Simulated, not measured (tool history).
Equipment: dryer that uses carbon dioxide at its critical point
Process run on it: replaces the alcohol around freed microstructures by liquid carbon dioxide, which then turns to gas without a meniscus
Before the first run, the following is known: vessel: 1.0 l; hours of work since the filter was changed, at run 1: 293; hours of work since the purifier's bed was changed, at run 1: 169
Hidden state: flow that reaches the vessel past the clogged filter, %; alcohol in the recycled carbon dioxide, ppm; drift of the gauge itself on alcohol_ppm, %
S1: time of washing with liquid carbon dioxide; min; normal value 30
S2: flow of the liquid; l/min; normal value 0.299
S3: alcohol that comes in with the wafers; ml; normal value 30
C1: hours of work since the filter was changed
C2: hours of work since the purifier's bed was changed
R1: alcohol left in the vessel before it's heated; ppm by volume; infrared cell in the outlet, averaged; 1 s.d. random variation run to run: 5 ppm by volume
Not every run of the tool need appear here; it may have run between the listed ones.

run   hour  S1     S2  S3   C1   C2   R1
  1    0.0  30  0.299  30  293  169   98
      14.8  -- inlet filter changed
  2   38.1  24  0.299  30   10  185  182
  3   80.3  24  0.299  30   28  203  181
  4  107.6  24  0.299  30   39  215  198
  5  148.1  24  0.299  30   57  232  194
  6  169.8  28  0.299  30   66  241  119
  7  196.0  28  0.299  30   77  252  118
  8  216.8  30  0.274  30   86  261  124
  9  250.8  30  0.321  30  100  275   88
 10  272.9  32  0.408  30  110  285   71

Expected results for the next run?
 11  311.5  30  0.466  46  126  301   ?

For run 11 the tool returned R1 84 ppm by volume.
With the hidden condition absent and the run-to-run variation left alone, this run would have shown R1 16 ppm by volume.

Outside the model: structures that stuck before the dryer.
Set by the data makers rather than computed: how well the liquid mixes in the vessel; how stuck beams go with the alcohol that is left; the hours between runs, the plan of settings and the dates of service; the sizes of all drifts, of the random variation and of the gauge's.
